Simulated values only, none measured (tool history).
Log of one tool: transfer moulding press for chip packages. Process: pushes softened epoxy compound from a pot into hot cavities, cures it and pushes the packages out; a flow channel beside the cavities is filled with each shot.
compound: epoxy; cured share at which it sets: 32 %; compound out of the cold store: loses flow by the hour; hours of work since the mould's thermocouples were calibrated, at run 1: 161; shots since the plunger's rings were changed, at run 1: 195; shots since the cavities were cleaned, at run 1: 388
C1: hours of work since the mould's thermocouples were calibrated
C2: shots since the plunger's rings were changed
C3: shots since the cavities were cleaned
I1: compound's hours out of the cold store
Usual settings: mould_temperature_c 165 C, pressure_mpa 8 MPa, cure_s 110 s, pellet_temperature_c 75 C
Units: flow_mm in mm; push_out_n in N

{"run": 1, "hour": 0.0, "mould_temperature_c": 165, "pressure_mpa": 8, "cure_s": 110, "pellet_temperature_c": 75, "C1": 161, "C2": 195, "C3": 388, "I1": 15.2, "flow_mm": 637, "push_out_n": 636}
{"run": 2, "hour": 7.9, "mould_temperature_c": 165, "pressure_mpa": 8, "cure_s": 110, "pellet_temperature_c": 75, "C1": 167, "C2": 285, "C3": 478, "I1": 42.4, "flow_mm": 597, "push_out_n": 670}
{"run": 3, "hour": 23.2, "mould_temperature_c": 165, "pressure_mpa": 8, "cure_s": 110, "pellet_temperature_c": 75, "C1": 177, "C2": 461, "C3": 654, "I1": 29.8, "flow_mm": 617, "push_out_n": 723}
{"run": 4, "hour": 33.8, "mould_temperature_c": 165, "pressure_mpa": 8, "cure_s": 110, "pellet_temperature_c": 75, "C1": 185, "C2": 583, "C3": 776, "I1": 18.9, "flow_mm": 630, "push_out_n": 747}
{"hour": 44.0, "done": "cavities cleaned with cleaning compound and waxed"}
{"run": 5, "hour": 51.3, "mould_temperature_c": 165, "pressure_mpa": 8, "cure_s": 110, "pellet_temperature_c": 75, "C1": 196, "C2": 767, "C3": 85, "I1": 24.4, "flow_mm": 618, "push_out_n": 515}
{"run": 6, "hour": 66.4, "mould_temperature_c": 165, "pressure_mpa": 8, "cure_s": 110, "pellet_temperature_c": 75, "C1": 206, "C2": 940, "C3": 258, "I1": 35, "flow_mm": 601, "push_out_n": 596}
{"run": 7, "hour": 78.4, "mould_temperature_c": 165, "pressure_mpa": 8, "cure_s": 110, "pellet_temperature_c": 75, "C1": 215, "C2": 1078, "C3": 396, "I1": 43.1, "flow_mm": 588, "push_out_n": 657}
{"run": 8, "hour": 93.5, "mould_temperature_c": 165, "pressure_mpa": 8, "cure_s": 110, "pellet_temperature_c": 75, "C1": 225, "C2": 1252, "C3": 570, "I1": 42.3, "flow_mm": 582, "push_out_n": 704}
{"run": 9, "hour": 103.4, "mould_temperature_c": 161, "pressure_mpa": 8, "cure_s": 110, "pellet_temperature_c": 75, "C1": 232, "C2": 1365, "C3": 683, "I1": 24.1, "flow_mm": 631, "push_out_n": 986}
{"run": 10, "hour": 114.0, "mould_temperature_c": 165, "pressure_mpa": 8, "cure_s": 110, "pellet_temperature_c": 75, "C1": 240, "C2": 1488, "C3": 806, "I1": 10.4, "flow_mm": 640, "push_out_n": 791}
{"hour": 121.6, "done": "cavities cleaned with cleaning compound and waxed"}
{"run": 11, "hour": 123.6, "mould_temperature_c": 165, "pressure_mpa": 8, "cure_s": 110, "pellet_temperature_c": 75, "C1": 245, "C2": 1581, "C3": 23, "I1": 20.2, "flow_mm": 624, "push_out_n": 463}
{"run": 12, "hour": 131.0, "mould_temperature_c": 165, "pressure_mpa": 8, "cure_s": 115, "pellet_temperature_c": 75, "C1": 250, "C2": 1665, "C3": 107, "I1": 22.9, "flow_mm": 617, "push_out_n": 498}
{"run": 13, "hour": 137.5, "mould_temperature_c": 165, "pressure_mpa": 8, "cure_s": 115, "pellet_temperature_c": 75, "C1": 255, "C2": 1741, "C3": 183, "I1": 20, "flow_mm": 624, "push_out_n": 543}
{"run": 14, "hour": 148.0, "mould_temperature_c": 165, "pressure_mpa": 8, "cure_s": 110, "pellet_temperature_c": 66, "C1": 262, "C2": 1861, "C3": 303, "I1": 10.1, "flow_mm": 640, "push_out_n": 622}
{"run": 15, "hour": 156.8, "mould_temperature_c": 165, "pressure_mpa": 8, "cure_s": 110, "pellet_temperature_c": 66, "C1": 268, "C2": 1962, "C3": 404, "I1": 44.1, "flow_mm": 585, "push_out_n": 661}
{"run": 16, "hour": 165.9, "mould_temperature_c": 165, "pressure_mpa": 8, "cure_s": 110, "pellet_temperature_c": 66, "C1": 275, "C2": 2067, "C3": 509, "I1": 30.4, "flow_mm": 600, "push_out_n": 711}
{"run": 17, "hour": 179.3, "mould_temperature_c": 165, "pressure_mpa": 8, "cure_s": 110, "pellet_temperature_c": 66, "C1": 284, "C2": 2221, "C3": 663, "I1": 47.7, "flow_mm": 577, "push_out_n": 759}
{"run": 18, "hour": 194.6, "mould_temperature_c": 165, "pressure_mpa": 8, "cure_s": 110, "pellet_temperature_c": 66, "C1": 295, "C2": 2397, "C3": 839, "I1": 10.3, "flow_mm": 634, "push_out_n": 802}
{"hour": 197.9, "done": "mould's thermocouples calibrated"}
{"hour": 202.1, "done": "cavities cleaned with cleaning compound and waxed"}
{"run": 19, "hour": 212.5, "mould_temperature_c": 168, "pressure_mpa": 8.78, "cure_s": 149, "pellet_temperature_c": 75, "C1": 9, "C2": 2562, "C3": 119, "I1": 19.9, "flow_mm": 635, "push_out_n": 432}
{"hour": 216.4, "done": "plunger's sealing rings changed"}
{"run": 20, "hour": 226.3, "mould_temperature_c": 168, "pressure_mpa": 8.78, "cure_s": 149, "pellet_temperature_c": 75, "C1": 17, "C2": 113, "C3": 248, "I1": 22.3, "flow_mm": 651, "push_out_n": 479}
{"run": 21, "hour": 236.9, "mould_temperature_c": 165, "pressure_mpa": 8, "cure_s": 113, "pellet_temperature_c": 76, "C1": 24, "C2": 235, "C3": 370, "I1": 43.7, "flow_mm": 590, "push_out_n": 602}
{"run": 22, "hour": 247.7, "mould_temperature_c": 165, "pressure_mpa": 7.25, "cure_s": 130, "pellet_temperature_c": 82, "C1": 32, "C2": 360, "C3": 495, "I1": 44.8, "flow_mm": 559, "push_out_n": 574}
{"run": 23, "hour": 260.5, "mould_temperature_c": 171, "pressure_mpa": 8, "cure_s": 125, "pellet_temperature_c": 75, "C1": 41, "C2": 506, "C3": 641, "I1": 24.7, "flow_mm": 606, "push_out_n": 593}
{"run": 24, "hour": 268.6, "mould_temperature_c": 171, "pressure_mpa": 8, "cure_s": 125, "pellet_temperature_c": 75, "C1": 46, "C2": 599, "C3": 734, "I1": 20.7, "flow_mm": 608, "push_out_n": 635}
{"hour": 279.1, "done": "mould's thermocouples calibrated, once more"}
{"hour": 284.2, "done": "cavities cleaned with cleaning compound and waxed"}
{"run": 25, "hour": 285.4, "mould_temperature_c": 165, "pressure_mpa": 6.6, "cure_s": 136, "pellet_temperature_c": 80, "C1": 3, "C2": 753, "C3": 14, "I1": 18.1, "flow_mm": 570, "push_out_n": 419}
{"run": 26, "hour": 296.6, "mould_temperature_c": 166, "pressure_mpa": 8, "cure_s": 110, "pellet_temperature_c": 80, "C1": 11, "C2": 881, "C3": 142, "I1": 41, "flow_mm": 592, "push_out_n": 518}
{"run": 27, "hour": 307.6, "mould_temperature_c": 171, "pressure_mpa": 7.55, "cure_s": 113, "pellet_temperature_c": 71, "C1": 19, "C2": 1008, "C3": 269, "I1": 24.2, "flow_mm": 586, "push_out_n": 498}
{"run": 28, "hour": 323.2, "mould_temperature_c": 168, "pressure_mpa": 7.55, "cure_s": 122, "pellet_temperature_c": 65, "C1": 30, "C2": 1187, "C3": 448, "I1": 47, "flow_mm": 561, "push_out_n": 549}
{"run": 29, "hour": 335.9, "mould_temperature_c": 168, "pressure_mpa": 9.57, "cure_s": 122, "pellet_temperature_c": 67, "C1": 39, "C2": 1334, "C3": 595, "I1": 29, "flow_mm": 659, "push_out_n": 631}

Forecast each of these 4 alternatives for the next run:
{"run": "A", "hour": 349.2, "mould_temperature_c": 165, "pressure_mpa": 8, "cure_s": 110, "pellet_temperature_c": 75, "C1": 48, "C2": 1485, "C3": 746, "I1": 24.2, "flow_mm": "?", "push_out_n": "?"}
{"run": "B", "hour": 349.2, "mould_temperature_c": 168, "pressure_mpa": 9.96, "cure_s": 133, "pellet_temperature_c": 72, "C1": 48, "C2": 1485, "C3": 746, "I1": 32, "flow_mm": "?", "push_out_n": "?"}
{"run": "C", "hour": 349.2, "mould_temperature_c": 171, "pressure_mpa": 8, "cure_s": 115, "pellet_temperature_c": 82, "C1": 48, "C2": 1485, "C3": 746, "I1": 20.3, "flow_mm": "?", "push_out_n": "?"}
{"run": "D", "hour": 349.2, "mould_temperature_c": 160, "pressure_mpa": 8, "cure_s": 142, "pellet_temperature_c": 76, "C1": 48, "C2": 1485, "C3": 746, "I1": 25.3, "flow_mm": "?", "push_out_n": "?"}

run=A flow_mm=619 push_out_n=772
run=B flow_mm=666 push_out_n=635
run=C flow_mm=609 push_out_n=631
run=D flow_mm=632 push_out_n=694
Without the tool's hidden state the same runs would have given:
run=A flow_mm=628 push_out_n=456
run=B flow_mm=677 push_out_n=379
run=C flow_mm=619 push_out_n=374
run=D flow_mm=642 push_out_n=411

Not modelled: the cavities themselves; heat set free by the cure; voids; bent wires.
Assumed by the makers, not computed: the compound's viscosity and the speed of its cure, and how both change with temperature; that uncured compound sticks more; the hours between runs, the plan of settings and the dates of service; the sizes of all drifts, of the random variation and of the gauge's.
